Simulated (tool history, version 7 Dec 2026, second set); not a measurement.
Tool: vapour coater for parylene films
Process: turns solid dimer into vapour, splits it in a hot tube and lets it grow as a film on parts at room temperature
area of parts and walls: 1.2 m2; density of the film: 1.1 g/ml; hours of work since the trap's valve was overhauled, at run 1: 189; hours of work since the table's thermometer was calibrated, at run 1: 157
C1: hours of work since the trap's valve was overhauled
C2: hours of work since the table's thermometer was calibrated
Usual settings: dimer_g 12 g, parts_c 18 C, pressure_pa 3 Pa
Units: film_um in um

{"run": 1, "hour": 0.0, "dimer_g": 12, "parts_c": 18, "pressure_pa": 3, "C1": 189, "C2": 157, "film_um": 5.91}
{"run": 2, "hour": 11.9, "dimer_g": 12, "parts_c": 18, "pressure_pa": 6.74, "C1": 195, "C2": 162, "film_um": 5.38}
{"run": 3, "hour": 23.9, "dimer_g": 22, "parts_c": 18, "pressure_pa": 3, "C1": 200, "C2": 168, "film_um": 10.77}
{"run": 4, "hour": 31.1, "dimer_g": 5, "parts_c": 18, "pressure_pa": 3, "C1": 203, "C2": 171, "film_um": 2.47}
{"run": 5, "hour": 43.2, "dimer_g": 5, "parts_c": 14, "pressure_pa": 3, "C1": 209, "C2": 177, "film_um": 2.87}
{"run": 6, "hour": 53.6, "dimer_g": 12, "parts_c": 18, "pressure_pa": 3, "C1": 214, "C2": 182, "film_um": 5.88}
{"run": 7, "hour": 68.9, "dimer_g": 12, "parts_c": 18, "pressure_pa": 3, "C1": 221, "C2": 189, "film_um": 5.86}
{"run": 8, "hour": 78.2, "dimer_g": 12, "parts_c": 18, "pressure_pa": 3, "C1": 225, "C2": 193, "film_um": 5.88}
{"run": 9, "hour": 94.3, "dimer_g": 12, "parts_c": 18, "pressure_pa": 3, "C1": 233, "C2": 200, "film_um": 5.88}
{"run": 10, "hour": 102.4, "dimer_g": 12, "parts_c": 18, "pressure_pa": 3, "C1": 236, "C2": 204, "film_um": 5.88}
{"run": 11, "hour": 116.8, "dimer_g": 12, "parts_c": 18, "pressure_pa": 3, "C1": 243, "C2": 211, "film_um": 5.9}
{"run": 12, "hour": 128.9, "dimer_g": 12, "parts_c": 18, "pressure_pa": 3, "C1": 249, "C2": 217, "film_um": 5.88}
{"run": 13, "hour": 138.2, "dimer_g": 12, "parts_c": 18, "pressure_pa": 3, "C1": 253, "C2": 221, "film_um": 5.83}
{"run": 14, "hour": 148.0, "dimer_g": 12, "parts_c": 18, "pressure_pa": 3, "C1": 258, "C2": 225, "film_um": 5.81}
{"run": 15, "hour": 156.2, "dimer_g": 12, "parts_c": 18, "pressure_pa": 3, "C1": 261, "C2": 229, "film_um": 5.85}
{"run": 16, "hour": 172.0, "dimer_g": 12, "parts_c": 18, "pressure_pa": 3, "C1": 269, "C2": 236, "film_um": 5.87}
{"run": 17, "hour": 186.6, "dimer_g": 12, "parts_c": 12, "pressure_pa": 3, "C1": 276, "C2": 243, "film_um": 7.4}
{"run": 18, "hour": 197.8, "dimer_g": 7, "parts_c": 12, "pressure_pa": 3, "C1": 281, "C2": 248, "film_um": 4.25}
{"run": 19, "hour": 205.7, "dimer_g": 7, "parts_c": 12, "pressure_pa": 3, "C1": 284, "C2": 252, "film_um": 4.29}
{"run": 20, "hour": 219.8, "dimer_g": 12, "parts_c": 17, "pressure_pa": 3, "C1": 291, "C2": 259, "film_um": 6.08}
{"run": 21, "hour": 235.4, "dimer_g": 21, "parts_c": 21, "pressure_pa": 3, "C1": 298, "C2": 266, "film_um": 9.04}
{"run": 22, "hour": 251.9, "dimer_g": 10, "parts_c": 29, "pressure_pa": 2.79, "C1": 306, "C2": 273, "film_um": 3.21}
{"run": 23, "hour": 260.1, "dimer_g": 10, "parts_c": 29, "pressure_pa": 2.79, "C1": 310, "C2": 277, "film_um": 3.21}
{"run": 24, "hour": 275.1, "dimer_g": 10, "parts_c": 18, "pressure_pa": 10.65, "C1": 317, "C2": 284, "film_um": 4.21}
{"run": 25, "hour": 288.2, "dimer_g": 10, "parts_c": 18, "pressure_pa": 10.65, "C1": 323, "C2": 290, "film_um": 4.22}
{"hour": 290.1, "done": "table's thermometer calibrated"}
{"run": 26, "hour": 299.0, "dimer_g": 11, "parts_c": 13, "pressure_pa": 3.14, "C1": 327, "C2": 4, "film_um": 6.52}
{"run": 27, "hour": 310.0, "dimer_g": 8, "parts_c": 13, "pressure_pa": 4.88, "C1": 332, "C2": 9, "film_um": 4.49}
{"hour": 316.7, "done": "table's thermometer calibrated, once more"}
{"run": 28, "hour": 318.1, "dimer_g": 8, "parts_c": 13, "pressure_pa": 4.88, "C1": 335, "C2": 1, "film_um": 4.39}
{"run": 29, "hour": 329.8, "dimer_g": 5, "parts_c": 13, "pressure_pa": 3, "C1": 341, "C2": 6, "film_um": 2.89}
{"run": 30, "hour": 342.2, "dimer_g": 7, "parts_c": 28, "pressure_pa": 10.16, "C1": 347, "C2": 12, "film_um": 1.99}
{"run": 31, "hour": 354.0, "dimer_g": 9, "parts_c": 25, "pressure_pa": 7.49, "C1": 352, "C2": 17, "film_um": 2.96}
{"run": 32, "hour": 370.0, "dimer_g": 14, "parts_c": 12, "pressure_pa": 3, "C1": 360, "C2": 25, "film_um": 8.47}
{"run": 33, "hour": 378.6, "dimer_g": 18, "parts_c": 18, "pressure_pa": 3.5, "C1": 364, "C2": 29, "film_um": 8.46}
{"run": 34, "hour": 386.2, "dimer_g": 13, "parts_c": 27, "pressure_pa": 11.89, "C1": 367, "C2": 32, "film_um": 3.77}
{"run": 35, "hour": 396.9, "dimer_g": 14, "parts_c": 27, "pressure_pa": 11.89, "C1": 372, "C2": 37, "film_um": 4.03}
{"run": 36, "hour": 409.3, "dimer_g": 14, "parts_c": 30, "pressure_pa": 2.11, "C1": 378, "C2": 43, "film_um": 4.37}
{"run": 37, "hour": 423.1, "dimer_g": 17, "parts_c": 29, "pressure_pa": 3, "C1": 384, "C2": 49, "film_um": 5.3}
{"run": 38, "hour": 436.8, "dimer_g": 12, "parts_c": 20, "pressure_pa": 5.16, "C1": 390, "C2": 56, "film_um": 5}

Forecast each of these 4 alternatives for the next run:
{"run": "A", "hour": 452.6, "dimer_g": 7, "parts_c": 18, "pressure_pa": 7.03, "C1": 398, "C2": 63, "film_um": "?"}
{"run": "B", "hour": 452.6, "dimer_g": 12, "parts_c": 24, "pressure_pa": 4.86, "C1": 398, "C2": 63, "film_um": "?"}
{"run": "C", "hour": 452.6, "dimer_g": 13, "parts_c": 16, "pressure_pa": 3.06, "C1": 398, "C2": 63, "film_um": "?"}
{"run": "D", "hour": 452.6, "dimer_g": 12, "parts_c": 27, "pressure_pa": 5.16, "C1": 398, "C2": 63, "film_um": "?"}

run=A film_um=3.03
run=B film_um=4.29
run=C film_um=6.69
run=D film_um=3.79
Without the tool's hidden state the same runs would have given:
run=A film_um=3.19
run=B film_um=4.52
run=C film_um=7.04
run=D film_um=3.99

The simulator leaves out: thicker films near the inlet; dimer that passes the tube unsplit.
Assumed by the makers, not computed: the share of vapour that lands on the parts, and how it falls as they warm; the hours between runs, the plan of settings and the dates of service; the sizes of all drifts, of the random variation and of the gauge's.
